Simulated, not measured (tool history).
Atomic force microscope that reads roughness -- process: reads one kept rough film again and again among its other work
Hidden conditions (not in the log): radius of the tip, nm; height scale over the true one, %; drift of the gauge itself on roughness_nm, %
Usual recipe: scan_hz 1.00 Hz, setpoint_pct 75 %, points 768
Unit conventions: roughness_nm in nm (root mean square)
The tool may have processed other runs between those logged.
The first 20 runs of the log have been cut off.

| run | hour | scan_hz | setpoint_pct | points | pictures with this tip | hours of work since the height scale was calibrated | roughness_nm |
|---|---|---|---|---|---|---|---|
| 21 | 429.7 | 1.00 | 72 | 768 | 115 | 888 | 3.407 |
|  | 456.1 | new tip fitted |
| 22 | 461.4 | 1.00 | 72 | 692 | 6 | 907 | 3.417 |
| 23 | 485.4 | 1.53 | 75 | 837 | 34 | 922 | 3.365 |
| 24 | 511.8 | 0.97 | 65 | 768 | 64 | 938 | 3.406 |
| 25 | 524.6 | 0.85 | 76 | 434 | 79 | 946 | 3.365 |
| 26 | 546.0 | 3.26 | 59 | 359 | 104 | 959 | 3.358 |
| 27 | 574.3 | 3.26 | 59 | 359 | 136 | 976 | 3.361 |
|  | 581.9 | new tip fitted |
| 28 | 596.0 | 2.12 | 78 | 356 | 17 | 989 | 3.264 |
| 29 | 626.4 | 2.12 | 78 | 356 | 52 | 1007 | 3.260 |
| 30 | 646.0 | 2.12 | 78 | 356 | 74 | 1019 | 3.286 |
| 31 | 668.9 | 2.12 | 78 | 356 | 101 | 1033 | 3.293 |
| 32 | 698.9 | 2.12 | 78 | 356 | 135 | 1052 | 3.310 |
|  | 708.2 | new tip fitted |
| 33 | 720.9 | 0.73 | 84 | 833 | 15 | 1065 | 3.365 |
| 34 | 749.8 | 1.05 | 84 | 591 | 48 | 1082 | 3.355 |
| 35 | 779.1 | 2.50 | 84 | 591 | 82 | 1100 | 3.219 |
| 36 | 801.0 | 1.24 | 75 | 768 | 107 | 1114 | 3.390 |
| 37 | 825.0 | 1.24 | 75 | 768 | 135 | 1128 | 3.373 |
|  | 833.5 | new tip fitted |
| 38 | 846.5 | 1.24 | 75 | 768 | 15 | 1141 | 3.364 |
| 39 | 863.3 | 1.24 | 75 | 797 | 34 | 1152 | 3.357 |
| 40 | 879.3 | 1.24 | 59 | 797 | 53 | 1161 | 3.415 |

3 ways to go on from here, each from the tool as it stands after run 40. What would each give?
| A | 896.3 | 1.50 | 75 | 279 | 72 | 1172 | ? |
| B | 896.3 | 3.82 | 75 | 768 | 72 | 1172 | ? |
| C | 896.3 | 0.90 | 81 | 797 | 72 | 1172 | ? |

| run | roughness_nm |
|---|---|
| A | 3.336 |
| B | 3.239 |
| C | 3.386 |
What these runs would have given with no unlogged condition in the tool:
| run | roughness_nm |
|---|---|
| A | 3.341 |
| B | 3.244 |
| C | 3.390 |
